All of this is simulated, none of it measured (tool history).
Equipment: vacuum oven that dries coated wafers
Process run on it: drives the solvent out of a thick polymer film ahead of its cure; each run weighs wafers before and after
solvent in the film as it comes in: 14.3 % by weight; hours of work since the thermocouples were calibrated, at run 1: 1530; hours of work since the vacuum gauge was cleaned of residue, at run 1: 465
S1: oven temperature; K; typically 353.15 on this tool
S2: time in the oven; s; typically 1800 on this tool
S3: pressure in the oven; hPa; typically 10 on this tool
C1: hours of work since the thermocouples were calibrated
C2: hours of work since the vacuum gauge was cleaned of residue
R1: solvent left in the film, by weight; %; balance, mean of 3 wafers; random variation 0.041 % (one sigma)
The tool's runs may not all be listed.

run,hour,S1,S2,S3,C1,C2,R1
1,0,353.15,1800,10,1530,465,1.62
2,18,353.15,1800,10,1540,476,1.61
3,56,353.15,2880,10,1563,498,1.13
4,85.8,353.15,1800,10,1580,515,1.59
5,121.9,358.15,1800,10,1601,537,1.06
6,152.6,353.15,1800,10,1619,555,1.59
7,192,353.15,1800,10,1642,578,1.59
8,220.8,361.15,1800,10,1659,594,0.86
9,254.8,353.15,1800,10,1679,614,1.67
10,282.1,353.15,1800,18.4,1695,630,2.37
11,305.7,353.15,1800,18.4,1709,644,2.39
12,337.9,353.15,1800,18.4,1727,663,2.34
13,377.1,353.15,1800,18.4,1750,686,2.4
# hour 398.8: oven's thermocouples calibrated
14,416,353.15,1800,18.4,10,707,2.36
15,447.3,353.15,1800,18.4,28,726,2.41
16,487.2,353.15,1800,15.2,52,749,1.99
17,507,350.15,1800,28,63,760,3.83
18,540.3,350.15,1800,28,83,780,3.83
19,576,363.15,1140,27,104,801,2.06
20,615.9,340.15,2760,10,127,824,3.18
21,646.6,353.15,1140,10,145,842,2.58
22,672.8,343.15,1800,10,160,857,3.58
23,711.1,353.15,1800,10,183,880,1.54
24,727.8,355.15,1140,14.4,192,890,2.53
25,751.9,367.15,1200,14.4,206,904,0.94
26,793.2,345.15,1200,5.4,231,928,4.18
27,810.6,353.15,1200,39.6,241,938,4.96

Below are 4 alternative next runs, each starting from the tool's condition after run 27. Predict each:
A,848.2,338.15,2400,39.6,263,960,?
B,848.2,348.15,3180,14.8,263,960,?
C,848.2,344.15,2220,13.8,263,960,?
D,848.2,346.15,1080,5.5,263,960,?

run,R1
A,8.61
B,2.08
C,3.34
D,4.31
Take away the tool's hidden state, keep each run's random variation, and the runs would have read:
run,R1
A,8.07
B,1.79
C,2.95
D,3.94
